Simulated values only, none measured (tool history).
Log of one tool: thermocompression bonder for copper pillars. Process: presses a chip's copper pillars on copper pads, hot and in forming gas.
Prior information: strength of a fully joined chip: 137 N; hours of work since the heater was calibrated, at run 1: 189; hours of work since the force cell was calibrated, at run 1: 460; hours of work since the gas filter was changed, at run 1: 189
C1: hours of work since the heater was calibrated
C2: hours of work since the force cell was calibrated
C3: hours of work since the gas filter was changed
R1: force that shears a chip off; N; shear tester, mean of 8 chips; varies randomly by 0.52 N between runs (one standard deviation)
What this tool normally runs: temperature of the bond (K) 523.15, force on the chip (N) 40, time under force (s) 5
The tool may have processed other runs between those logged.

{"run": 1, "hour": 0.0, "temperature of the bond (K)": 523.15, "force on the chip (N)": 40, "time under force (s)": 5, "C1": 189, "C2": 460, "C3": 189, "R1": 56.2}
{"hour": 14.5, "done": "forming gas filter changed"}
{"run": 2, "hour": 14.5, "temperature of the bond (K)": 523.15, "force on the chip (N)": 40, "time under force (s)": 3, "C1": 199, "C2": 470, "C3": 0, "R1": 45.6}
{"run": 3, "hour": 33.9, "temperature of the bond (K)": 523.15, "force on the chip (N)": 24, "time under force (s)": 5, "C1": 213, "C2": 484, "C3": 14, "R1": 35.9}
{"run": 4, "hour": 52.1, "temperature of the bond (K)": 523.15, "force on the chip (N)": 24, "time under force (s)": 5, "C1": 226, "C2": 497, "C3": 27, "R1": 35.9}
{"run": 5, "hour": 63.9, "temperature of the bond (K)": 523.15, "force on the chip (N)": 24, "time under force (s)": 5, "C1": 235, "C2": 506, "C3": 36, "R1": 35.8}
{"run": 6, "hour": 79.9, "temperature of the bond (K)": 523.15, "force on the chip (N)": 40, "time under force (s)": 9, "C1": 246, "C2": 517, "C3": 48, "R1": 67.4}
{"run": 7, "hour": 90.0, "temperature of the bond (K)": 501.15, "force on the chip (N)": 59, "time under force (s)": 5, "C1": 254, "C2": 525, "C3": 55, "R1": 53.6}
{"run": 8, "hour": 104.8, "temperature of the bond (K)": 528.15, "force on the chip (N)": 48, "time under force (s)": 5, "C1": 264, "C2": 535, "C3": 66, "R1": 68.2}
{"run": 9, "hour": 118.0, "temperature of the bond (K)": 528.15, "force on the chip (N)": 48, "time under force (s)": 5, "C1": 274, "C2": 545, "C3": 75, "R1": 68.3}
{"run": 10, "hour": 130.3, "temperature of the bond (K)": 528.15, "force on the chip (N)": 48, "time under force (s)": 5, "C1": 283, "C2": 554, "C3": 84, "R1": 68.6}
{"run": 11, "hour": 140.8, "temperature of the bond (K)": 528.15, "force on the chip (N)": 48, "time under force (s)": 5, "C1": 290, "C2": 562, "C3": 92, "R1": 68.7}
{"run": 12, "hour": 158.8, "temperature of the bond (K)": 547.15, "force on the chip (N)": 37, "time under force (s)": 5, "C1": 304, "C2": 575, "C3": 105, "R1": 71.4}

Hidden condition of the tool, last listed run before each entry between runs versus first listed run after:
Logged between run 1 and run 2: forming gas filter changed (hour 14.5)
  true temperature of the bond over the reading, C: 0 -> 0.1; oxide that the forming gas leaves, % of the face: 1.06 -> 0.51
